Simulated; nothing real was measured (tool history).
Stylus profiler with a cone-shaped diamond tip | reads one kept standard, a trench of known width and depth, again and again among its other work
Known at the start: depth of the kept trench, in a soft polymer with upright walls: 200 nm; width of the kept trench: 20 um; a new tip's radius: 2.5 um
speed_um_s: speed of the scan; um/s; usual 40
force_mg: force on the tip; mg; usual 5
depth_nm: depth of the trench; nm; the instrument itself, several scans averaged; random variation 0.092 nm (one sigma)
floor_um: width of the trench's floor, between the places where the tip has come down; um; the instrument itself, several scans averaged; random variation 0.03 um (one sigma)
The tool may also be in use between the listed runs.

| run | hour | speed_um_s | force_mg | depth_nm | floor_um |
|---|---|---|---|---|---|
| 1 | 0 | 40 | 5 | 203.77 | 17.73 |
| 2 | 18 | 40 | 5 | 203.85 | 17.67 |
| 3 | 41.4 | 40 | 5 | 203.89 | 17.66 |
| 4 | 63.6 | 40 | 5 | 203.45 | 17.72 |
| 5 | 86.2 | 127 | 5 | 203.56 | 17.33 |
| 6 | 106.6 | 127 | 5 | 203.74 | 17.33 |
| 7 | 123.9 | 40 | 5 | 203.82 | 17.64 |
| 8 | 145 | 40 | 5.68 | 203.83 | 17.65 |
| 9 | 154.8 | 40 | 5.68 | 204.02 | 17.68 |
| 10 | 169 | 40 | 5 | 203.59 | 17.64 |
| 11 | 178.8 | 40 | 5 | 203.68 | 17.7 |
| 12 | 191.8 | 40 | 5.3 | 203.69 | 17.66 |
| 13 | 214.3 | 40 | 5.3 | 203.87 | 17.71 |
| 14 | 234.9 | 40 | 6.79 | 204.43 | 17.71 |

The next listed run, before its measurement:
| 15 | 245.2 | 40 | 6.79 | ? | ? |

{"run 15": {"depth_nm": 204.45, "floor_um": 17.67}}
Without the tool's hidden state the same run would have given depth_nm 204.72 nm, floor_um 17.89 um.
